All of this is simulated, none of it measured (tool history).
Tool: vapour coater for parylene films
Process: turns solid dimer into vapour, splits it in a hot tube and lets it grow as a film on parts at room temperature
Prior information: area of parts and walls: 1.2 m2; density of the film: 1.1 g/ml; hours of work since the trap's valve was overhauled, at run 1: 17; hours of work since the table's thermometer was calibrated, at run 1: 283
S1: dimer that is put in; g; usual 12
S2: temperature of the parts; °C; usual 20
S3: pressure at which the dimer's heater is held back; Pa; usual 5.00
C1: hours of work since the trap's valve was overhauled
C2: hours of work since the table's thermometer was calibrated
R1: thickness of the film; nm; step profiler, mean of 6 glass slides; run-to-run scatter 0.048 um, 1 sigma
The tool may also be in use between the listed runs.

{"run": 1, "hour": 0.0, "S1": 12, "S2": 20, "S3": 5.0, "C1": 17, "C2": 283, "R1": 5360}
{"run": 2, "hour": 19.0, "S1": 12, "S2": 20, "S3": 5.0, "C1": 29, "C2": 295, "R1": 5460}
{"run": 3, "hour": 57.4, "S1": 12, "S2": 20, "S3": 5.0, "C1": 54, "C2": 320, "R1": 5430}
{"run": 4, "hour": 80.6, "S1": 12, "S2": 20, "S3": 5.0, "C1": 69, "C2": 335, "R1": 5480}
{"run": 5, "hour": 105.2, "S1": 12, "S2": 20, "S3": 5.0, "C1": 85, "C2": 351, "R1": 5550}
{"run": 6, "hour": 134.7, "S1": 12, "S2": 13, "S3": 5.0, "C1": 103, "C2": 370, "R1": 6570}
{"run": 7, "hour": 163.8, "S1": 12, "S2": 13, "S3": 5.0, "C1": 122, "C2": 388, "R1": 6580}
{"run": 8, "hour": 182.7, "S1": 12, "S2": 13, "S3": 5.0, "C1": 134, "C2": 400, "R1": 6590}
{"run": 9, "hour": 214.9, "S1": 12, "S2": 27, "S3": 5.0, "C1": 155, "C2": 421, "R1": 4540}
{"run": 10, "hour": 241.0, "S1": 12, "S2": 27, "S3": 5.0, "C1": 172, "C2": 438, "R1": 4410}
{"run": 11, "hour": 271.4, "S1": 12, "S2": 27, "S3": 5.0, "C1": 191, "C2": 457, "R1": 4470}
{"run": 12, "hour": 292.3, "S1": 12, "S2": 20, "S3": 5.0, "C1": 205, "C2": 471, "R1": 5440}
{"run": 13, "hour": 319.1, "S1": 12, "S2": 20, "S3": 5.0, "C1": 222, "C2": 488, "R1": 5410}
{"run": 14, "hour": 351.9, "S1": 12, "S2": 20, "S3": 5.0, "C1": 243, "C2": 509, "R1": 5500}
{"hour": 379.6, "done": "trap's valve overhauled"}
{"run": 15, "hour": 384.9, "S1": 12, "S2": 20, "S3": 5.0, "C1": 3, "C2": 528, "R1": 5480}
{"run": 16, "hour": 414.5, "S1": 12, "S2": 20, "S3": 5.0, "C1": 22, "C2": 547, "R1": 5500}
{"run": 17, "hour": 449.3, "S1": 12, "S2": 20, "S3": 5.0, "C1": 45, "C2": 569, "R1": 5400}
{"run": 18, "hour": 467.7, "S1": 12, "S2": 20, "S3": 5.0, "C1": 57, "C2": 581, "R1": 5520}
{"run": 19, "hour": 495.1, "S1": 12, "S2": 20, "S3": 5.0, "C1": 74, "C2": 599, "R1": 5500}
{"run": 20, "hour": 517.1, "S1": 12, "S2": 20, "S3": 5.0, "C1": 88, "C2": 613, "R1": 5390}
{"run": 21, "hour": 554.4, "S1": 12, "S2": 20, "S3": 5.0, "C1": 112, "C2": 637, "R1": 5460}
{"run": 22, "hour": 584.1, "S1": 12, "S2": 20, "S3": 7.44, "C1": 132, "C2": 656, "R1": 5160}
{"run": 23, "hour": 622.5, "S1": 12, "S2": 20, "S3": 9.35, "C1": 156, "C2": 681, "R1": 4900}
{"run": 24, "hour": 649.8, "S1": 12, "S2": 20, "S3": 5.0, "C1": 174, "C2": 698, "R1": 5390}
{"run": 25, "hour": 677.8, "S1": 13, "S2": 20, "S3": 5.02, "C1": 192, "C2": 716, "R1": 5970}
{"run": 26, "hour": 703.2, "S1": 13, "S2": 20, "S3": 7.85, "C1": 208, "C2": 733, "R1": 5380}
{"run": 27, "hour": 736.8, "S1": 14, "S2": 22, "S3": 7.54, "C1": 230, "C2": 754, "R1": 5620}
{"run": 28, "hour": 773.1, "S1": 12, "S2": 13, "S3": 5.0, "C1": 253, "C2": 778, "R1": 6610}
{"hour": 784.2, "done": "trap's valve overhauled"}
{"run": 29, "hour": 803.1, "S1": 12, "S2": 13, "S3": 5.0, "C1": 12, "C2": 794, "R1": 6720}
{"run": 30, "hour": 823.2, "S1": 8, "S2": 17, "S3": 2.69, "C1": 25, "C2": 807, "R1": 4420}

Forecast run 31:
{"run": 31, "hour": 858.5, "S1": 9, "S2": 17, "S3": 11.78, "C1": 48, "C2": 830, "R1": "?"}

R1: 3820 nm
Without the tool's hidden state the same run would have given R1 3820 nm.

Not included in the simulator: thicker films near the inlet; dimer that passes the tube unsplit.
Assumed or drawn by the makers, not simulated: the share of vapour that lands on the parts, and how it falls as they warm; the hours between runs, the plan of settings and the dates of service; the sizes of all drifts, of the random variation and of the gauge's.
